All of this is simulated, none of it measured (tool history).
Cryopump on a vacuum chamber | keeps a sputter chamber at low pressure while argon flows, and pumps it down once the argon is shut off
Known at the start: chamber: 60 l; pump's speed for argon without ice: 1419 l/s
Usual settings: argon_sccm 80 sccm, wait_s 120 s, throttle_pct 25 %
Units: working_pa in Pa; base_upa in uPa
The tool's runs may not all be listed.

run 1 hour=0.0 | argon_sccm=80 wait_s=120 throttle_pct=25 | working_pa=0.3866 base_upa=2.03
run 2 hour=9.3 | argon_sccm=80 wait_s=120 throttle_pct=25 | working_pa=0.3853 base_upa=2.05
run 3 hour=19.8 | argon_sccm=80 wait_s=120 throttle_pct=25 | working_pa=0.3841 base_upa=2.04
run 4 hour=36.2 | argon_sccm=80 wait_s=120 throttle_pct=25 | working_pa=0.3865 base_upa=2.03
run 5 hour=52.0 | argon_sccm=80 wait_s=120 throttle_pct=25 | working_pa=0.3903 base_upa=2.09
run 6 hour=63.3 | argon_sccm=80 wait_s=120 throttle_pct=25 | working_pa=0.3891 base_upa=2.12
run 7 hour=76.9 | argon_sccm=80 wait_s=120 throttle_pct=25 | working_pa=0.3894 base_upa=2.08
run 8 hour=89.3 | argon_sccm=36 wait_s=120 throttle_pct=25 | working_pa=0.1745 base_upa=2.15
run 9 hour=96.9 | argon_sccm=36 wait_s=120 throttle_pct=25 | working_pa=0.1763 base_upa=2.16
run 10 hour=111.9 | argon_sccm=36 wait_s=120 throttle_pct=25 | working_pa=0.1759 base_upa=2.14
run 11 hour=125.4 | argon_sccm=36 wait_s=120 throttle_pct=25 | working_pa=0.1746 base_upa=2.21
run 12 hour=137.1 | argon_sccm=36 wait_s=120 throttle_pct=25 | working_pa=0.1773 base_upa=2.09
run 13 hour=150.2 | argon_sccm=80 wait_s=94 throttle_pct=25 | working_pa=0.3931 base_upa=2.41
run 14 hour=165.6 | argon_sccm=80 wait_s=94 throttle_pct=25 | working_pa=0.3930 base_upa=2.46
run 15 hour=172.4 | argon_sccm=80 wait_s=94 throttle_pct=25 | working_pa=0.3948 base_upa=2.35
run 16 hour=182.1 | argon_sccm=80 wait_s=94 throttle_pct=25 | working_pa=0.3956 base_upa=2.44
run 17 hour=189.4 | argon_sccm=43 wait_s=94 throttle_pct=25 | working_pa=0.2115 base_upa=2.42
run 18 hour=198.7 | argon_sccm=80 wait_s=120 throttle_pct=25 | working_pa=0.3930 base_upa=2.18
run 19 hour=209.7 | argon_sccm=80 wait_s=120 throttle_pct=25 | working_pa=0.3991 base_upa=2.28
run 20 hour=216.9 | argon_sccm=54 wait_s=27 throttle_pct=50 | working_pa=0.1380 base_upa=5.10
run 21 hour=232.8 | argon_sccm=54 wait_s=27 throttle_pct=50 | working_pa=0.1380 base_upa=4.89
run 22 hour=245.8 | argon_sccm=76 wait_s=120 throttle_pct=25 | working_pa=0.3753 base_upa=2.26
run 23 hour=257.3 | argon_sccm=76 wait_s=120 throttle_pct=25 | working_pa=0.3815 base_upa=2.31
run 24 hour=266.8 | argon_sccm=48 wait_s=120 throttle_pct=48 | working_pa=0.1290 base_upa=2.28
run 25 hour=282.1 | argon_sccm=106 wait_s=120 throttle_pct=30 | working_pa=0.4428 base_upa=2.24
run 26 hour=289.3 | argon_sccm=106 wait_s=100 throttle_pct=49 | working_pa=0.2824 base_upa=2.37
run 27 hour=297.9 | argon_sccm=102 wait_s=120 throttle_pct=47 | working_pa=0.2825 base_upa=2.31
run 28 hour=307.1 | argon_sccm=66 wait_s=41 throttle_pct=30 | working_pa=0.2776 base_upa=3.88
run 29 hour=318.4 | argon_sccm=80 wait_s=116 throttle_pct=25 | working_pa=0.4023 base_upa=2.36
run 30 hour=328.2 | argon_sccm=109 wait_s=67 throttle_pct=25 | working_pa=0.5477 base_upa=2.99
-- hour=340.7 leaking fittings of the chamber tightened, without venting
run 31 hour=340.7 | argon_sccm=109 wait_s=67 throttle_pct=25 | working_pa=0.5509 base_upa=1.73
run 32 hour=356.8 | argon_sccm=38 wait_s=39 throttle_pct=33 | working_pa=0.1491 base_upa=2.73
run 33 hour=371.9 | argon_sccm=64 wait_s=227 throttle_pct=39 | working_pa=0.2112 base_upa=0.71

The next listed run, before its measurement:
run 34 hour=384.0 | argon_sccm=145 wait_s=37 throttle_pct=32 | working_pa=? base_upa=?

{"run 34": {"working_pa": 0.5857, "base_upa": 2.88}}
Without the tool's hidden state the same run would have given working_pa 0.5421 Pa, base_upa 2.80 uPa.
